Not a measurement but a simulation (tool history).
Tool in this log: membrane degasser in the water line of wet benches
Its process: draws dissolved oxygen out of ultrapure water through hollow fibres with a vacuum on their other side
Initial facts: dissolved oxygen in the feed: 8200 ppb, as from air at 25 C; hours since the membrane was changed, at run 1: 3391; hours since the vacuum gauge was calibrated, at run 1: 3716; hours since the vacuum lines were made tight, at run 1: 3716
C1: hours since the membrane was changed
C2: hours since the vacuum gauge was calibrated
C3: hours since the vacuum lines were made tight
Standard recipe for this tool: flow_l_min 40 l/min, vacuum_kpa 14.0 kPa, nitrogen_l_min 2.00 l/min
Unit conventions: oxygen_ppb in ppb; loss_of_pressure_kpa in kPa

run 1 day=0.000 | flow_l_min=40 vacuum_kpa=14.0 nitrogen_l_min=2.00 | C1=3391 C2=3716 C3=3716 | oxygen_ppb=603.1 loss_of_pressure_kpa=26.95
run 2 day=9.667 | flow_l_min=40 vacuum_kpa=14.0 nitrogen_l_min=2.00 | C1=3623 C2=3948 C3=3948 | oxygen_ppb=605.9 loss_of_pressure_kpa=26.62
run 3 day=19.221 | flow_l_min=37 vacuum_kpa=14.0 nitrogen_l_min=2.00 | C1=3853 C2=4177 C3=4177 | oxygen_ppb=549.1 loss_of_pressure_kpa=24.49
run 4 day=27.992 | flow_l_min=40 vacuum_kpa=14.0 nitrogen_l_min=2.00 | C1=4063 C2=4388 C3=4388 | oxygen_ppb=615.1 loss_of_pressure_kpa=27.09
run 5 day=36.329 | flow_l_min=40 vacuum_kpa=14.0 nitrogen_l_min=2.00 | C1=4263 C2=4588 C3=4588 | oxygen_ppb=608.7 loss_of_pressure_kpa=26.74
run 6 day=46.217 | flow_l_min=45 vacuum_kpa=31.7 nitrogen_l_min=2.80 | C1=4500 C2=4825 C3=4825 | oxygen_ppb=1116.8 loss_of_pressure_kpa=29.87
-- day=48.021 vacuum gauge calibrated
run 7 day=54.421 | flow_l_min=61 vacuum_kpa=31.7 nitrogen_l_min=0.90 | C1=4697 C2=154 C3=5021 | oxygen_ppb=2759.6 loss_of_pressure_kpa=41.10
run 8 day=60.583 | flow_l_min=40 vacuum_kpa=13.1 nitrogen_l_min=1.23 | C1=4845 C2=301 C3=5169 | oxygen_ppb=762.2 loss_of_pressure_kpa=27.07
run 9 day=69.204 | flow_l_min=40 vacuum_kpa=13.1 nitrogen_l_min=1.23 | C1=5052 C2=508 C3=5376 | oxygen_ppb=766.7 loss_of_pressure_kpa=26.53
run 10 day=76.896 | flow_l_min=40 vacuum_kpa=13.1 nitrogen_l_min=1.77 | C1=5236 C2=693 C3=5561 | oxygen_ppb=614.9 loss_of_pressure_kpa=26.69

How the hidden state differs across the entries between the runs, from the last listed run before each to the first after it:
From run 6 to run 7: vacuum gauge calibrated (day 48.021)
  true pressure behind the membrane over the reading, kPa: 0.08 -> 0; air that leaks in behind the membrane, l/min: 0.0126 -> 0.0131
  difference, measured minus the result without the unlogged condition, oxygen_ppb: +16.7 -> +9.3 ppb; loss_of_pressure_kpa: +0.50 -> +0.70 kPa
